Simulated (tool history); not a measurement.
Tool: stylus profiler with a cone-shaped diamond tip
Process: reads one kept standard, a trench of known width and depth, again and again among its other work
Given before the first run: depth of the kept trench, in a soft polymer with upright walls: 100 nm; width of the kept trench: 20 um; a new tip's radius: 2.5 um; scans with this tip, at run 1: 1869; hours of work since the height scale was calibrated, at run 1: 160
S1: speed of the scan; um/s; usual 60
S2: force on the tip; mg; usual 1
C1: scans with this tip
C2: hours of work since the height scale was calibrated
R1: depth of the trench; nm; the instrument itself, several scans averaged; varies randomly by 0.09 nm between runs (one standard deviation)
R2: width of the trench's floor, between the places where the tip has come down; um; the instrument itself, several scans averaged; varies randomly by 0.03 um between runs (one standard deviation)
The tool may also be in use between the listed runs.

run 1 hour=0 | S1=60 S2=1 | C1=1869 C2=160 | R1=100.58 R2=17.97
run 2 hour=12.4 | S1=60 S2=2.26 | C1=1953 C2=167 | R1=101.22 R2=18.16
run 3 hour=26.7 | S1=60 S2=2.26 | C1=2049 C2=175 | R1=101.23 R2=18.14
run 4 hour=34.4 | S1=60 S2=2.26 | C1=2101 C2=180 | R1=101.15 R2=18.13
run 5 hour=48 | S1=60 S2=2.92 | C1=2193 C2=187 | R1=101.22 R2=18.21
run 6 hour=62.3 | S1=60 S2=2.92 | C1=2289 C2=196 | R1=101.27 R2=18.22
run 7 hour=73.4 | S1=60 S2=2.92 | C1=2364 C2=202 | R1=101.25 R2=18.2
run 8 hour=87.5 | S1=60 S2=2.92 | C1=2459 C2=210 | R1=101.33 R2=18.22
run 9 hour=95.4 | S1=60 S2=1.44 | C1=2512 C2=215 | R1=100.83 R2=18.12
run 10 hour=103.1 | S1=60 S2=1.44 | C1=2564 C2=219 | R1=100.75 R2=18.04
run 11 hour=114.4 | S1=24 S2=0.41 | C1=2640 C2=226 | R1=100.33 R2=18.18
run 12 hour=124.8 | S1=24 S2=0.41 | C1=2710 C2=232 | R1=100.32 R2=18.17
run 13 hour=139.6 | S1=24 S2=0.41 | C1=2809 C2=240 | R1=100.22 R2=18.18
run 14 hour=150.2 | S1=132 S2=0.43 | C1=2881 C2=246 | R1=100.21 R2=16.59
run 15 hour=157.3 | S1=86 S2=0.79 | C1=2928 C2=250 | R1=100.48 R2=17.61
run 16 hour=166.1 | S1=130 S2=1 | C1=2988 C2=255 | R1=100.62 R2=17.3

Run 17 comes next. What will it give?
run 17 hour=180.9 | S1=19 S2=0.35 | C1=3088 C2=264 | R1=? R2=?

Run 17 produced R1 100.29 nm, R2 18.18 um.
With the hidden condition absent and the run-to-run variation left alone, this run would have shown R1 100.36 nm, R2 18.27 um.

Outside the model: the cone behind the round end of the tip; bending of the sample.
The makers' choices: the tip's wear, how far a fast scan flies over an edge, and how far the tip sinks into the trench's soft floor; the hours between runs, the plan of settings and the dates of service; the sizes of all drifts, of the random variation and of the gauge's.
